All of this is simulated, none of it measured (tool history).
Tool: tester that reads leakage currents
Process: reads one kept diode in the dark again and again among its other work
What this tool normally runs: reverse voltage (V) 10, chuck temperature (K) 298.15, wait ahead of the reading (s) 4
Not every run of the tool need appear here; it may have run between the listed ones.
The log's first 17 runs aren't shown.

run   hour  reverse voltage (V)  chuck temperature (K)  wait ahead of the reading (s)  current that the tester gives (pA)
 18    479                   10                 293.15                              4                               74.85
 19  503.9                   10                 293.15                              4                                75.3
 20  529.2                   10                 293.15                              4                               75.18
 21  546.8                  7.5                 300.15                           0.65                              110.37
 22  566.8                 17.5                 332.15                           4.38                             1134.99
 23  596.1                 17.5                 332.15                           4.38                             1136.16
 24  631.6                  3.3                 295.15                           4.38                               56.13
 25  663.3                  3.3                 295.15                           4.38                               56.08
 26  696.7                  1.9                 333.15                           0.64                              540.21
 27  716.3                  1.9                 333.15                           0.64                              539.94

Estimate the outcome of run 28 from the log above:
 28  733.3                    2                 333.15                           3.76                                   ?

Run 28 yielded current that the tester gives (pA) 551.34.
Take away the tool's hidden state, keep the run-to-run variation as it was, and the same run would have given current that the tester gives (pA) 560.61.
